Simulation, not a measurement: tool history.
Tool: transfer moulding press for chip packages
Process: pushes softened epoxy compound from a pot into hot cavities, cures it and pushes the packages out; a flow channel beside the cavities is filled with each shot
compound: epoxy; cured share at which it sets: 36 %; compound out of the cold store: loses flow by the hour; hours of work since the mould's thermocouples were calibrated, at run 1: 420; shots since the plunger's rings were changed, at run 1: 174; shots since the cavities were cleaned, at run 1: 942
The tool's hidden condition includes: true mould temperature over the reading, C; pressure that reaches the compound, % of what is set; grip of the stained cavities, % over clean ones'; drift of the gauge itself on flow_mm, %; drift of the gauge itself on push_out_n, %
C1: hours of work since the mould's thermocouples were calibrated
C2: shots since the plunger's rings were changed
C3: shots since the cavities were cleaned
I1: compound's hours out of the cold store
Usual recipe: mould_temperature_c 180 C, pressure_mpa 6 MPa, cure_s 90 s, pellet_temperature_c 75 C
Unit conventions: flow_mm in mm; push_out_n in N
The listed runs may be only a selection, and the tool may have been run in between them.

run 1 hour=0 | mould_temperature_c=180 pressure_mpa=6 cure_s=90 pellet_temperature_c=75 | C1=420 C2=174 C3=942 | I1=18.6 | flow_mm=509 push_out_n=696
-- hour=10.6 cavities cleaned with cleaning compound and waxed
run 2 hour=27.7 | mould_temperature_c=180 pressure_mpa=6 cure_s=90 pellet_temperature_c=75 | C1=435 C2=457 C3=185 | I1=34.3 | flow_mm=467 push_out_n=460
run 3 hour=51.6 | mould_temperature_c=180 pressure_mpa=6 cure_s=90 pellet_temperature_c=75 | C1=449 C2=717 C3=445 | I1=42.6 | flow_mm=447 push_out_n=559
run 4 hour=68.9 | mould_temperature_c=181 pressure_mpa=6 cure_s=90 pellet_temperature_c=75 | C1=459 C2=904 C3=632 | I1=46.9 | flow_mm=437 push_out_n=609
run 5 hour=94.6 | mould_temperature_c=181 pressure_mpa=6 cure_s=90 pellet_temperature_c=75 | C1=473 C2=1183 C3=911 | I1=26.8 | flow_mm=492 push_out_n=681
-- hour=106.9 cavities cleaned with cleaning compound and waxed
run 6 hour=113 | mould_temperature_c=177 pressure_mpa=6 cure_s=90 pellet_temperature_c=75 | C1=483 C2=1365 C3=66 | I1=16.9 | flow_mm=512 push_out_n=407
run 7 hour=139.7 | mould_temperature_c=177 pressure_mpa=6 cure_s=90 pellet_temperature_c=75 | C1=498 C2=1655 C3=356 | I1=11.2 | flow_mm=533 push_out_n=589
run 8 hour=162.4 | mould_temperature_c=177 pressure_mpa=6 cure_s=90 pellet_temperature_c=75 | C1=511 C2=1901 C3=602 | I1=15.1 | flow_mm=521 push_out_n=665
run 9 hour=186.6 | mould_temperature_c=180 pressure_mpa=6 cure_s=90 pellet_temperature_c=73 | C1=525 C2=2163 C3=864 | I1=42.5 | flow_mm=455 push_out_n=649
-- hour=203.1 cavities cleaned with cleaning compound and waxed
run 10 hour=213.8 | mould_temperature_c=180 pressure_mpa=6 cure_s=90 pellet_temperature_c=73 | C1=539 C2=2442 C3=116 | I1=43.1 | flow_mm=430 push_out_n=402
run 11 hour=233.8 | mould_temperature_c=180 pressure_mpa=6 cure_s=90 pellet_temperature_c=73 | C1=551 C2=2658 C3=332 | I1=8.6 | flow_mm=534 push_out_n=505
run 12 hour=259.4 | mould_temperature_c=180 pressure_mpa=6 cure_s=90 pellet_temperature_c=75 | C1=565 C2=2936 C3=610 | I1=46.6 | flow_mm=419 push_out_n=587
run 13 hour=277.9 | mould_temperature_c=180 pressure_mpa=6 cure_s=90 pellet_temperature_c=75 | C1=576 C2=3136 C3=810 | I1=40.6 | flow_mm=441 push_out_n=651
run 14 hour=291.4 | mould_temperature_c=180 pressure_mpa=6 cure_s=90 pellet_temperature_c=75 | C1=584 C2=3283 C3=957 | I1=28.2 | flow_mm=474 push_out_n=691
-- hour=300.7 cavities cleaned with cleaning compound and waxed
run 15 hour=314.4 | mould_temperature_c=180 pressure_mpa=6 cure_s=90 pellet_temperature_c=75 | C1=596 C2=3516 C3=148 | I1=46.8 | flow_mm=426 push_out_n=412
-- hour=326.2 plunger's sealing rings changed
run 16 hour=332.3 | mould_temperature_c=177 pressure_mpa=4.81 cure_s=86 pellet_temperature_c=68 | C1=605 C2=66 C3=315 | I1=44.5 | flow_mm=403 push_out_n=577
run 17 hour=352.6 | mould_temperature_c=186 pressure_mpa=7.02 cure_s=90 pellet_temperature_c=75 | C1=616 C2=286 C3=535 | I1=35.2 | flow_mm=506 push_out_n=547
run 18 hour=371.3 | mould_temperature_c=173 pressure_mpa=7.02 cure_s=90 pellet_temperature_c=74 | C1=627 C2=489 C3=738 | I1=41.2 | flow_mm=490 push_out_n=775
run 19 hour=383.5 | mould_temperature_c=180 pressure_mpa=5.19 cure_s=118 pellet_temperature_c=74 | C1=634 C2=621 C3=870 | I1=47.8 | flow_mm=404 push_out_n=620
-- hour=400.2 cavities cleaned with cleaning compound and waxed
run 20 hour=401.2 | mould_temperature_c=180 pressure_mpa=6 cure_s=92 pellet_temperature_c=75 | C1=643 C2=796 C3=10 | I1=46.8 | flow_mm=431 push_out_n=331
run 21 hour=412.5 | mould_temperature_c=180 pressure_mpa=6 cure_s=90 pellet_temperature_c=75 | C1=649 C2=919 C3=133 | I1=11.7 | flow_mm=533 push_out_n=439
run 22 hour=436.7 | mould_temperature_c=180 pressure_mpa=4.73 cure_s=86 pellet_temperature_c=75 | C1=663 C2=1181 C3=395 | I1=13.5 | flow_mm=468 push_out_n=563
run 23 hour=449 | mould_temperature_c=175 pressure_mpa=6 cure_s=90 pellet_temperature_c=69 | C1=670 C2=1314 C3=528 | I1=22.4 | flow_mm=502 push_out_n=689
run 24 hour=469.5 | mould_temperature_c=187 pressure_mpa=6 cure_s=99 pellet_temperature_c=68 | C1=682 C2=1536 C3=750 | I1=40.5 | flow_mm=441 push_out_n=584
run 25 hour=491 | mould_temperature_c=187 pressure_mpa=6 cure_s=99 pellet_temperature_c=68 | C1=694 C2=1769 C3=983 | I1=34.7 | flow_mm=457 push_out_n=624
-- hour=497 cavities cleaned with cleaning compound and waxed
run 26 hour=515.3 | mould_temperature_c=183 pressure_mpa=4.73 cure_s=107 pellet_temperature_c=68 | C1=707 C2=2016 C3=197 | I1=27.6 | flow_mm=428 push_out_n=445
run 27 hour=529 | mould_temperature_c=187 pressure_mpa=4.73 cure_s=107 pellet_temperature_c=72 | C1=715 C2=2165 C3=346 | I1=29.9 | flow_mm=418 push_out_n=482
run 28 hour=551.6 | mould_temperature_c=180 pressure_mpa=6.12 cure_s=90 pellet_temperature_c=75 | C1=728 C2=2410 C3=591 | I1=39.8 | flow_mm=444 push_out_n=601

What differs in the tool's unlogged condition from the final listed run ahead of each entry between runs to the first listed run following it?
Between runs 1 and 2: cavities cleaned with cleaning compound and waxed (hour 10.6)
  true mould temperature over the reading, C: 0.83 -> 0.85; pressure that reaches the compound, % of what is set: 99.17 -> 98.49; grip of the stained cavities, % over clean ones': 107.1 -> 40
  measured minus no-state result, flow_mm: -3 -> -4 mm; push_out_n: +349 -> +126 N
Between runs 5 and 6: cavities cleaned with cleaning compound and waxed (hour 106.9)
  true mould temperature over the reading, C: 0.91 -> 0.93; pressure that reaches the compound, % of what is set: 96.66 -> 96.18; grip of the stained cavities, % over clean ones': 106.2 -> 17
  measured minus no-state result, flow_mm: -9 -> -11 mm; push_out_n: +346 -> +46 N
Between runs 9 and 10: cavities cleaned with cleaning compound and waxed (hour 203.1)
  true mould temperature over the reading, C: 0.99 -> 1.01; pressure that reaches the compound, % of what is set: 94.13 -> 93.37; grip of the stained cavities, % over clean ones': 103 -> 25.2
  measured minus no-state result, flow_mm: -14 -> -16 mm; push_out_n: +325 -> +75 N
Between runs 14 and 15: cavities cleaned with cleaning compound and waxed (hour 300.7)
  true mould temperature over the reading, C: 1.08 -> 1.09; pressure that reaches the compound, % of what is set: 91.18 -> 90.61; grip of the stained cavities, % over clean ones': 108 -> 29.9
  measured minus no-state result, flow_mm: -23 -> -22 mm; push_out_n: +350 -> +90 N
Between runs 15 and 16: plunger's sealing rings changed (hour 326.2)
  true mould temperature over the reading, C: 1.09 -> 1.11; pressure that reaches the compound, % of what is set: 90.61 -> 99.78; grip of the stained cavities, % over clean ones': 29.9 -> 56.5
  measured minus no-state result, flow_mm: -22 -> -1 mm; push_out_n: +90 -> +195 N
Between runs 19 and 20: cavities cleaned with cleaning compound and waxed (hour 400.2)
  true mould temperature over the reading, C: 1.15 -> 1.16; pressure that reaches the compound, % of what is set: 98.42 -> 97.99; grip of the stained cavities, % over clean ones': 102.6 -> 2.1
  measured minus no-state result, flow_mm: -4 -> -6 mm; push_out_n: +313 -> +1 N
Between runs 25 and 26: cavities cleaned with cleaning compound and waxed (hour 497)
  true mould temperature over the reading, C: 1.24 -> 1.26; pressure that reaches the compound, % of what is set: 95.55 -> 94.95; grip of the stained cavities, % over clean ones': 107.4 -> 43
  measured minus no-state result, flow_mm: -11 -> -12 mm; push_out_n: +323 -> +132 N
